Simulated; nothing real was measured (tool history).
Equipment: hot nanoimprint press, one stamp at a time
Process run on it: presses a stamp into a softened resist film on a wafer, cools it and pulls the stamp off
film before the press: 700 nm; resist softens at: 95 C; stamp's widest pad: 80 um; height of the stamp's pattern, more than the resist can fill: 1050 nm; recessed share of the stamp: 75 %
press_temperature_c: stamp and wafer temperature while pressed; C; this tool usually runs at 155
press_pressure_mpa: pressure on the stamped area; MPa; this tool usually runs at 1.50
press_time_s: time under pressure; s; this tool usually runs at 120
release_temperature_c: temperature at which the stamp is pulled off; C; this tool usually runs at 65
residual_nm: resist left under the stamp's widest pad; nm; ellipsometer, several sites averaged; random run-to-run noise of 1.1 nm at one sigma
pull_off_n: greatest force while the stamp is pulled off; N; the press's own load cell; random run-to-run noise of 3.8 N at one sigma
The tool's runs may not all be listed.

| run | hour | press_temperature_c | press_pressure_mpa | press_time_s | release_temperature_c | residual_nm | pull_off_n |
|---|---|---|---|---|---|---|---|
| 1 | 0.0 | 155 | 1.50 | 120 | 65 | 321.8 | 219 |
| 2 | 50.0 | 155 | 1.50 | 166 | 65 | 285.3 | 224 |
| 3 | 104.7 | 155 | 1.50 | 166 | 65 | 286.6 | 236 |
| 4 | 173.2 | 155 | 1.50 | 166 | 65 | 286.9 | 255 |
| 5 | 269.8 | 155 | 1.50 | 105 | 65 | 356.6 | 284 |
| 6 | 312.7 | 155 | 1.50 | 105 | 65 | 358.1 | 299 |
| 7 | 390.9 | 155 | 1.50 | 105 | 65 | 361.3 | 321 |
| 8 | 451.8 | 155 | 1.50 | 120 | 71 | 343.4 | 185 |
| 9 | 510.7 | 155 | 1.50 | 120 | 71 | 344.4 | 196 |
| 10 | 576.7 | 155 | 1.50 | 120 | 71 | 349.5 | 205 |
| 11 | 655.9 | 155 | 1.50 | 120 | 71 | 312.1 | 217 |
| 12 | 708.6 | 155 | 1.50 | 120 | 52 | 314.0 | 320 |
| 13 | 755.8 | 155 | 1.50 | 120 | 65 | 316.0 | 275 |
| 14 | 850.3 | 158 | 1.50 | 120 | 65 | 285.8 | 298 |
| 15 | 928.2 | 158 | 1.50 | 120 | 65 | 286.9 | 178 |
| 16 | 1023.3 | 150 | 1.50 | 120 | 65 | 376.0 | 212 |
| 17 | 1116.4 | 150 | 1.50 | 90 | 65 | 420.0 | 227 |
| 18 | 1186.9 | 159 | 1.50 | 90 | 65 | 315.2 | 247 |
| 19 | 1240.0 | 155 | 1.50 | 108 | 52 | 337.5 | 315 |
| 20 | 1311.4 | 155 | 1.50 | 108 | 52 | 337.5 | 343 |
| 21 | 1362.6 | 145 | 1.50 | 120 | 63 | 455.7 | 311 |
| 22 | 1443.3 | 164 | 1.50 | 120 | 65 | 238.5 | 187 |
| 23 | 1500.0 | 166 | 1.47 | 120 | 65 | 216.5 | 197 |
| 24 | 1578.4 | 157 | 2.28 | 77 | 52 | 297.3 | 259 |
| 25 | 1622.3 | 155 | 1.81 | 120 | 61 | 291.5 | 252 |
| 26 | 1691.0 | 144 | 1.39 | 81 | 54 | 522.4 | 280 |
| 27 | 1779.5 | 147 | 1.52 | 69 | 64 | 492.6 | 280 |
| 28 | 1859.7 | 147 | 1.52 | 69 | 64 | 491.6 | 295 |
| 29 | 1904.1 | 147 | 1.11 | 90 | 64 | 499.0 | 311 |

Missing from the log above: 7 entries noted between runs. For each, name the pair of listed runs it sits between and say how the tool's hidden condition differs from the listed run just before to the listed run just after:
Logged between run 4 and run 5: plate thermocouple calibrated (hour 214.0)
  true temperature over the reading, C: -1.43 -> -2.51; pressure that arrives at the usual setting, %: 99.27 -> 99.12; grip of the stamp's worn release coat, % over a new coat's: 36.2 -> 49
  measured value less the no-hidden-state value, residual_nm: +15.8 -> +30.5 nm; pull_off_n: +73 -> +101 N
Logged between run 7 and run 8: stamp cleaned and given a new release coat (hour 401.9)
  true temperature over the reading, C: -2.75 -> -2.86; pressure that arrives at the usual setting, %: 98.95 -> 98.87; grip of the stamp's worn release coat, % over a new coat's: 66.4 -> 5.9
  measured value less the no-hidden-state value, residual_nm: +33.7 -> +34.3 nm; pull_off_n: +137 -> +19 N
Logged between run 10 and run 11: plate thermocouple calibrated, once more (hour 655.9)
  true temperature over the reading, C: -3.1 -> 0.04; pressure that arrives at the usual setting, %: 98.68 -> 98.57; grip of the stamp's worn release coat, % over a new coat's: 21.2 -> 31.1
  measured value less the no-hidden-state value, residual_nm: +37.8 -> +1.5 nm; pull_off_n: +46 -> +51 N
Logged between run 14 and run 15: stamp cleaned and given a new release coat (hour 917.1)
  true temperature over the reading, C: -0.35 -> -0.5; pressure that arrives at the usual setting, %: 98.29 -> 98.19; grip of the stamp's worn release coat, % over a new coat's: 57.9 -> 1.3
  measured value less the no-hidden-state value, residual_nm: +5.6 -> +7.2 nm; pull_off_n: +111 -> +4 N
Logged between run 15 and run 16: press's hydraulic seals changed and the load cell set to zero (hour 1020.2)
  true temperature over the reading, C: -0.5 -> -0.68; pressure that arrives at the usual setting, %: 98.19 -> 99.71; grip of the stamp's worn release coat, % over a new coat's: 1.3 -> 11.7
  measured value less the no-hidden-state value, residual_nm: +7.2 -> +9.0 nm; pull_off_n: +4 -> +24 N
Logged between run 21 and run 22: stamp cleaned and given a new release coat (hour 1438.1)
  true temperature over the reading, C: -1.36 -> -1.51; pressure that arrives at the usual setting, %: 99.23 -> 99.11; grip of the stamp's worn release coat, % over a new coat's: 56.8 -> 0.6
  measured value less the no-hidden-state value, residual_nm: +20.0 -> +13.0 nm; pull_off_n: +117 -> +6 N
Logged between run 22 and run 23: plate thermocouple calibrated (hour 1475.6)
  true temperature over the reading, C: -1.51 -> -0.25; pressure that arrives at the usual setting, %: 99.11 -> 99.03; grip of the stamp's worn release coat, % over a new coat's: 0.6 -> 6.9
  measured value less the no-hidden-state value, residual_nm: +13.0 -> +2.8 nm; pull_off_n: +6 -> +14 N

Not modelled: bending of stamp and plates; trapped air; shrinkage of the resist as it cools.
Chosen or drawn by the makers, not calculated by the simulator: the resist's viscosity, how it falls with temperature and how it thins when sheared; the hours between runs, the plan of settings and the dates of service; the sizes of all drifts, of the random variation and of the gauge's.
